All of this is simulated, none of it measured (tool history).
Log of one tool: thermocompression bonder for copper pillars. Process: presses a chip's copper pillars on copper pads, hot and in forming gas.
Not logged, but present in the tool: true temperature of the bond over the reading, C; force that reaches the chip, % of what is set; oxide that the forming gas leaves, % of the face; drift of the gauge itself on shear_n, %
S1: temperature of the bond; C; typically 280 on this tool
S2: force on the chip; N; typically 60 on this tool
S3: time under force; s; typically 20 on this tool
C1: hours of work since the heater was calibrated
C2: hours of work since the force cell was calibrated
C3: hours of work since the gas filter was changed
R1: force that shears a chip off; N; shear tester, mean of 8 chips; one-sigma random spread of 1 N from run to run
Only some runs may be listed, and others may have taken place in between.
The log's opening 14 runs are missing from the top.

run	day	S1	S2	S3	C1	C2	C3	R1
# day 8.967: forming gas filter changed
15	9.588	280	60	20	650	777	10	89.9
16	10.412	280	60	20	664	790	24	90.3
17	11.104	280	60	20	675	802	35	90.8
18	11.962	307	60	20	689	816	49	116.3
19	12.750	307	60	20	702	829	62	114.2
20	13.667	307	60	20	717	844	77	113.0
21	14.246	279	78	20	726	853	86	101.5
22	14.950	301	60	29	738	865	98	116.0
# day 15.571: forming gas filter changed
23	15.658	301	87	15	749	876	1	122.4
24	16.150	266	37	57	757	884	10	79.5
25	16.546	253	54	11	764	890	16	45.7
26	17.321	277	54	21	776	903	29	84.5
27	18.196	299	60	56	791	917	43	131.7
28	19.096	280	84	39	805	932	58	123.5
29	19.871	299	60	20	818	945	70	105.2
30	20.712	272	40	33	832	959	84	73.4
31	21.571	272	40	33	846	973	98	73.2
# day 22.171: forming gas filter changed
32	22.479	272	49	16	861	987	5	66.4
33	23.354	282	69	16	875	1002	19	93.0
34	23.775	297	47	44	882	1008	26	116.0
35	24.608	297	47	44	895	1022	40	114.0
36	25.458	297	47	44	909	1036	54	112.5
37	26.233	308	48	56	922	1049	67	130.8
38	27.029	308	48	56	935	1062	80	130.6
39	27.567	308	53	22	944	1070	88	109.7

What if the next run were any one of these 4? Each begins from the tool's condition after run 39:
A	28.204	259	64	50	954	1081	99	?
B	28.204	298	36	35	954	1081	99	?
C	28.204	269	83	31	954	1081	99	?
D	28.204	296	50	34	954	1081	99	?

run	R1
A	94.2
B	92.3
C	105.1
D	106.5
With no hidden state in the tool, these same runs would have given:
run	R1
A	98.8
B	96.5
C	110.2
D	111.5
